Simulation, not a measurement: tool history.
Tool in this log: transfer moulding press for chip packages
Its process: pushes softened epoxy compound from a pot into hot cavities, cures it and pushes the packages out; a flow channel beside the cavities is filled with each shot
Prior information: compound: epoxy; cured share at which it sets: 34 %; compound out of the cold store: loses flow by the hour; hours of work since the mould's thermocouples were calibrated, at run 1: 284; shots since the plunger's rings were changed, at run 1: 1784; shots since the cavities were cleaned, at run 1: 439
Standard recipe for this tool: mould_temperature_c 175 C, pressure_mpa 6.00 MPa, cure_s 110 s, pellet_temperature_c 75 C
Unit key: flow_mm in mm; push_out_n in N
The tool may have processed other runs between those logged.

run   hour  mould_temperature_c  pressure_mpa  cure_s  pellet_temperature_c  hours of work since the mould's thermocouples were calibrated  shots since the plunger's rings were changed  shots since the cavities were cleaned  incoming compound's hours out of the cold store  flow_mm  push_out_n
  1    0.0                  175          6.00     110                    75                                                            284                                          1784                                    439                                             35.1      855         308
  2    8.4                  175          6.00     110                    67                                                            289                                          1868                                    523                                             31.0      864         309
  3   20.7                  175          6.00     110                    67                                                            297                                          1992                                    647                                             18.3      892         355
  4   31.9                  175          6.00     110                    75                                                            304                                          2104                                    759                                             41.3      839         326
      39.0  -- cavities cleaned with cleaning compound and waxed
  5   45.1                  175          6.00     110                    75                                                            312                                          2221                                     61                                             35.3      857         429
  6   54.0                  175          6.00     110                    75                                                            317                                          2309                                    149                                             20.6      885         400
  7   67.6                  175          6.79     110                    75                                                            326                                          2446                                    286                                             41.2      893         396
      70.0  -- cavities cleaned with cleaning compound and waxed, once more
  8   76.1                  175          6.79     110                    75                                                            330                                          2516                                     61                                             28.1      924         243
  9   82.7                  175          6.00     117                    75                                                            334                                          2582                                    127                                             43.2      835         238
 10   90.3                  175          6.00     117                    75                                                            339                                          2658                                    203                                             24.6      874         252
 11   97.9                  175          6.00     110                    75                                                            344                                          2734                                    279                                             38.6      844         274
 12  104.7                  175          6.00     110                    75                                                            348                                          2802                                    347                                             22.1      874         309
 13  119.3                  175          6.00     110                    75                                                            357                                          2948                                    493                                             35.4      849         317
 14  129.4                  175          6.00     110                    75                                                            364                                          3050                                    595                                             37.5      844         319
 15  143.6                  175          6.00     110                    75                                                            373                                          3192                                    737                                             27.3      863         337
     152.6  -- cavities cleaned with cleaning compound and waxed
 16  158.7                  175          6.00     112                    75                                                            381                                          3328                                     61                                             43.3      832         241
 17  166.9                  173          5.51      95                    83                                                            386                                          3410                                    143                                             21.5      848         411
 18  176.6                  173          7.01     100                    83                                                            393                                          3507                                    240                                             40.4      909         377
 19  183.2                  173          7.01     100                    83                                                            397                                          3574                                    307                                              9.2      981         419
     189.1  -- plunger's sealing rings changed
 20  197.5                  173          7.18     100                    84                                                            404                                            84                                    425                                             15.5     1015         446
 21  211.1                  173          7.18     100                    84                                                            413                                           220                                    561                                             18.3     1005         449
 22  225.9                  176          7.03     112                    83                                                            422                                           368                                    709                                             39.3      929         309
     238.2  -- cavities cleaned with cleaning compound and waxed
 23  239.2                  180          6.60     110                    76                                                            429                                           486                                     10                                             36.8      888         191
 24  252.9                  182          6.00     110                    75                                                            438                                           623                                    147                                             43.3      827         213
 25  267.0                  182          6.00     110                    75                                                            447                                           765                                    289                                             42.6      819         234
 26  273.2                  175          5.76     110                    85                                                            451                                           827                                    351                                             28.8      861         290
 27  284.8                  175          7.11     112                    75                                                            458                                           943                                    467                                             41.8      924         296
 28  291.8                  175          7.23     120                    83                                                            463                                          1013                                    537                                             39.8      937         276

For each entry between runs, how does the tool's hidden state at the last listed run before it compare with that at the first listed run after it?
Runs 4 to 5: cavities cleaned with cleaning compound and waxed (hour 39.0)
  true mould temperature over the reading, C: -0.93 -> -0.94; pressure that reaches the compound, % of what is set: 95.85 -> 95.63; grip of the stained cavities, % over clean ones': 46.1 -> 75.8
  difference, measured minus the result without the unlogged condition, flow_mm: -15 -> -16 mm; push_out_n: +114 -> +196 N
Runs 7 to 8: cavities cleaned with cleaning compound and waxed, once more (hour 70.0)
  pressure that reaches the compound, % of what is set: 95.21 -> 95.08; grip of the stained cavities, % over clean ones': 73.1 -> 6.4
  difference, measured minus the result without the unlogged condition, flow_mm: -18 -> -19 mm; push_out_n: +175 -> +27 N
Runs 15 to 16: cavities cleaned with cleaning compound and waxed (hour 152.6)
  true mould temperature over the reading, C: -1.02 -> -1.03; pressure that reaches the compound, % of what is set: 93.81 -> 93.57; grip of the stained cavities, % over clean ones': 44.6 -> 6.1
  difference, measured minus the result without the unlogged condition, flow_mm: -23 -> -24 mm; push_out_n: +117 -> +24 N
Runs 19 to 20: plunger's sealing rings changed (hour 189.1)
  true mould temperature over the reading, C: -1.05 -> -1.06; pressure that reaches the compound, % of what is set: 93.12 -> 99.52; grip of the stained cavities, % over clean ones': 24.2 -> 30.8
  difference, measured minus the result without the unlogged condition, flow_mm: -31 -> +3 mm; push_out_n: +111 -> +134 N
Runs 22 to 23: cavities cleaned with cleaning compound and waxed (hour 238.2)
  true mould temperature over the reading, C: -1.09 -> -1.1; pressure that reaches the compound, % of what is set: 98.97 -> 98.74; grip of the stained cavities, % over clean ones': 42.7 -> 1.7
  difference, measured minus the result without the unlogged condition, flow_mm: +0 -> -1 mm; push_out_n: +100 -> +6 N
